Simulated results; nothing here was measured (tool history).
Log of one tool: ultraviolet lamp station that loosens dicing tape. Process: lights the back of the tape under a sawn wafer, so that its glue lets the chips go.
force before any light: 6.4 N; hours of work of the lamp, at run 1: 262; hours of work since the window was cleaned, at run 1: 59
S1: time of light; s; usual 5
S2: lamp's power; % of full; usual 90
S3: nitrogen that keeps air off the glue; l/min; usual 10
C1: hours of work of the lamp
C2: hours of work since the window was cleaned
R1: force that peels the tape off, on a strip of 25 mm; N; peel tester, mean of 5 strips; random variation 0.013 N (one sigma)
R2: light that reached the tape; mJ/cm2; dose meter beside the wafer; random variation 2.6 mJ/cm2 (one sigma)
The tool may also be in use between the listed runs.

Run 1, hour 0: usual settings; C1 262; C2 59. Result: R1 0.668 N, R2 315 mJ/cm2.
Run 2, hour 47.5: usual settings; C1 287; C2 84. Result: R1 0.7 N, R2 308 mJ/cm2.
Run 3, hour 109.8: usual settings; C1 320; C2 118. Result: R1 0.749 N, R2 302 mJ/cm2.
Run 4, hour 146.7: usual settings; C1 340; C2 137. Result: R1 0.699 N, R2 305 mJ/cm2.
Run 5, hour 213.8: usual settings; C1 376; C2 173. Result: R1 0.748 N, R2 301 mJ/cm2.
Run 6, hour 285.2: usual settings; C1 414; C2 211. Result: R1 0.762 N, R2 290 mJ/cm2.
Run 7, hour 323.4: usual settings; C1 434; C2 231. Result: R1 0.8 N, R2 290 mJ/cm2.
Run 8, hour 395.1: usual settings; C1 472; C2 269. Result: R1 0.804 N, R2 285 mJ/cm2.
Run 9, hour 443.2: usual settings; C1 498; C2 295. Result: R1 0.851 N, R2 280 mJ/cm2.
Run 10, hour 499.5: usual settings but S1 10 s; C1 528; C2 325. Result: R1 0.264 N, R2 550 mJ/cm2.
Run 11, hour 543.2: usual settings but S1 10 s; C1 551; C2 348. Result: R1 0.271 N, R2 549 mJ/cm2.
Run 12, hour 583.7: usual settings but S1 10 s, S2 75 % of full; C1 572; C2 370. Result: R1 0.35 N, R2 447 mJ/cm2.
Run 13, hour 619.6: usual settings but S1 10 s, S2 75 % of full, S3 3 l/min; C1 591; C2 389. Result: R1 0.925 N, R2 446 mJ/cm2.
Run 14, hour 653.9: usual settings but S1 4 s, S2 72 % of full, S3 3 l/min; C1 610; C2 407. Result: R1 3.047 N, R2 169 mJ/cm2.
Run 15, hour 687.1: usual settings but S1 4 s, S2 72 % of full, S3 3 l/min; C1 627; C2 425. Result: R1 2.9 N, R2 168 mJ/cm2.
Run 16, hour 753.2: usual settings but S1 2 s, S2 85 % of full, S3 8 l/min; C1 662; C2 460. Result: R1 3.193 N, R2 99 mJ/cm2.
At hour 787.5: window cleaned of glue's vapour.
Run 17, hour 800.4: usual settings but S1 8 s; C1 687; C2 7. Result: R1 0.33 N, R2 469 mJ/cm2.
Run 18, hour 859: usual settings but S1 4 s; C1 719; C2 38. Result: R1 1.109 N, R2 230 mJ/cm2.
Run 19, hour 923.1: usual settings but S1 4 s, S2 80 % of full, S3 11 l/min; C1 753; C2 72. Result: R1 1.358 N, R2 201 mJ/cm2.
Run 20, hour 962.8: usual settings but S1 4 s, S2 80 % of full, S3 11 l/min; C1 774; C2 93. Result: R1 1.386 N, R2 200 mJ/cm2.
Run 21, hour 997.5: usual settings but S2 81 % of full, S3 7 l/min; C1 792; C2 112. Result: R1 1.269 N, R2 251 mJ/cm2.

5 ways to go on from here, each from the tool as it stands after run 21. What would each give?
Run A, hour 1064.8: usual settings but S1 3 s, S2 76 % of full, S3 7 l/min; C1 828; C2 147. Result: R1 ?, R2 ?.
Run B, hour 1064.8: usual settings but S1 3 s, S2 81 % of full, S3 7 l/min; C1 828; C2 147. Result: R1 ?, R2 ?.
Run C, hour 1064.8: usual settings but S1 4 s, S2 67 % of full, S3 18 l/min; C1 828; C2 147. Result: R1 ?, R2 ?.
Run D, hour 1064.8: usual settings but S2 86 % of full, S3 9 l/min; C1 828; C2 147. Result: R1 ?, R2 ?.
Run E, hour 1064.8: usual settings but S2 63 % of full, S3 7 l/min; C1 828; C2 147. Result: R1 ?, R2 ?.

run     R1   R2
  A  2.618  138
  B  2.411  146
  C  1.348  166
  D  1.021  263
  E   1.92  191
Without the tool's hidden state the same runs would have given:
run     R1   R2
  A  2.124  171
  B   1.93  181
  C  0.973  205
  D  0.706  326
  E  1.454  237
